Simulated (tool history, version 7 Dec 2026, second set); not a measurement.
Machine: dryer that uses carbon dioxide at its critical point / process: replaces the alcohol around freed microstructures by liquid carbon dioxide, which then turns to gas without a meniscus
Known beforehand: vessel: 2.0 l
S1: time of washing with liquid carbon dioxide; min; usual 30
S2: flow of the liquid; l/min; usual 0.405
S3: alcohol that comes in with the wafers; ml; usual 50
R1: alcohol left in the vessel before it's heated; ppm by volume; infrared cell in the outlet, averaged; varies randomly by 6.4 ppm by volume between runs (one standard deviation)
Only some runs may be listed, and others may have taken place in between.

run,hour,S1,S2,S3,R1
1,0,30,0.405,50,568
2,13.6,30,0.405,50,565
3,32.4,30,0.405,50,571
4,40.6,30,0.405,50,590
5,59.4,30,0.405,50,612
6,69.1,30,0.405,50,611
7,82.7,30,0.405,50,600
8,91.8,30,0.405,50,616
9,105.9,30,0.405,50,623
10,113.9,30,0.405,50,618
# hour 118.2: inlet filter changed
11,124.5,30,0.405,50,322
12,137.7,30,0.405,50,309
13,156.8,30,0.405,50,336
14,166.8,30,0.405,50,322
15,179.6,30,0.405,50,330
16,194,30,0.265,50,1430
17,209.8,23,0.405,50,863
18,228.4,28,0.678,50,75
19,243.8,34,0.629,33,53
20,260.4,40,0.255,52,746
21,274.6,40,0.527,52,69
22,286.6,26,0.678,92,125
23,303.5,26,0.678,47,99
24,317.3,46,0.323,30,132
25,329.9,46,0.627,69,60
26,341.5,38,0.674,46,59
27,352.4,30,0.674,44,70
28,363,30,0.405,67,506

Each run again, without the hidden state but with its own random variation kept:
Hidden state at play: flow that reaches the vessel past the clogged filter, %; alcohol in the recycled carbon dioxide, ppm; drift of the gauge itself on alcohol_ppm, %.
run,R1
1,260
2,260
3,255
4,265
5,276
6,275
7,264
8,271
9,273
10,266
11,274
12,259
13,281
14,265
15,271
16,1329
17,772
18,25
19,4
20,639
21,18
22,64
23,41
24,69
25,7
26,6
27,14
28,381
